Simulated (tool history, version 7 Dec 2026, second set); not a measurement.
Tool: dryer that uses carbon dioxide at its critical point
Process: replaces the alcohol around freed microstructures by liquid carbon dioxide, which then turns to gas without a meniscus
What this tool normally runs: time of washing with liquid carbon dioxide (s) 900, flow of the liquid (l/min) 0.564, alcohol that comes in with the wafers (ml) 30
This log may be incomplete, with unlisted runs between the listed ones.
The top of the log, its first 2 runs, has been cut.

run   hour  time of washing with liquid carbon dioxide (s)  flow of the liquid (l/min)  alcohol that comes in with the wafers (ml)  alcohol left in the vessel before it's heated (ppm by volume)
  3   26.0                                             900                       0.564                                          30                                                            175
  4   39.5                                             900                       0.564                                          30                                                            180
  5   51.3                                             900                       0.564                                          30                                                            199
  6   67.5                                             900                       0.564                                          30                                                            192
  7   78.3                                             900                       0.564                                          30                                                            189
  8   92.9                                             900                       0.564                                          30                                                            201
  9  101.9                                             900                       0.564                                          30                                                            188
 10  118.9                                             900                       0.564                                          30                                                            200
 11  134.6                                             900                       0.564                                          30                                                            209
 12  150.9                                             900                       0.564                                          48                                                            312
 13  160.2                                             900                       0.564                                          28                                                            195
 14  169.8                                             900                       0.564                                          28                                                            197
 15  178.4                                             900                       0.564                                          28                                                            209
 16  195.3                                             900                       0.564                                          28                                                            197
 17  210.4                                             900                       0.564                                          28                                                            206
 18  225.8                                             900                       0.564                                          28                                                            191
 19  243.0                                             900                       0.564                                          28                                                            212
 20  251.1                                             900                       0.564                                          28                                                            219
 21  264.4                                             900                       0.564                                          52                                                            394
     269.9  -- inlet filter changed
 22  275.6                                             900                       0.564                                          52                                                            154
 23  294.1                                             660                       0.564                                          30                                                            410
 24  311.7                                             900                       0.341                                          30                                                            828

Predict the results of run 25:
 25  326.5                                             900                       0.341                                          30                                                              ?

{"run 25": {"alcohol left in the vessel before it's heated (ppm by volume)": 854}}
On a tool with no hidden condition, and with the same random variation, this run would have come out at alcohol left in the vessel before it's heated (ppm by volume) 799.

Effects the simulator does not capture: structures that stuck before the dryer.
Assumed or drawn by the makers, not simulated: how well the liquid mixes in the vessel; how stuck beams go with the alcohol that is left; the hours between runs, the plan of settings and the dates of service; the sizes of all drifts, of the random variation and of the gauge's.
